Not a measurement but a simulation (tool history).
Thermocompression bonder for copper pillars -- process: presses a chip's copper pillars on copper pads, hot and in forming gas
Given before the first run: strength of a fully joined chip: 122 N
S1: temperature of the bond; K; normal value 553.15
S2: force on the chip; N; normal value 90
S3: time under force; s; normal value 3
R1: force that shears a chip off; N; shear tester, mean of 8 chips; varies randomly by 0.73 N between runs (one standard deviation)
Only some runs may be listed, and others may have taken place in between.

run,hour,S1,S2,S3,R1
1,0,553.15,90,3,45.9
2,32.3,553.15,90,3,47.1
3,76.5,553.15,90,3,46.3
4,133.8,553.15,90,4,50
5,168.6,541.15,90,4,44
6,230.5,541.15,90,4,42.7
7,275,553.15,77,3,37.5
# hour 298.5: forming gas filter changed
8,306.2,553.15,77,6,53
# hour 312.4: heater calibrated with a thermocouple chip
9,340.2,553.15,77,6,52.6
10,371.5,540.15,83,7,52.8
11,431,570.15,59,5,44.3
12,501.7,565.15,87,3,48.2
13,533.6,553.15,83,6,52.6
# hour 552.4: heater calibrated with a thermocouple chip, once more
14,604.3,553.15,83,6,54.7
15,640.3,565.15,119,2,57

Some steps in R1, run to run, broken into two amounts with sign: the step expected even without the hidden condition (settings, incoming material, random variation), and the rest, left for the hidden condition together with whatever gauge scatter is not in both the measured and the hidden-condition-free result:
The tool's hidden condition here consists of: true temperature of the bond over the reading, C; force that reaches the chip, % of what is set; oxide that the forming gas leaves, % of the face; drift of the gauge itself on shear_n, %.
Run 7 -> 8: S3 3 -> 6, forming gas filter changed. R1 +15.5 N: hidden state +3.4, all else +12.1.
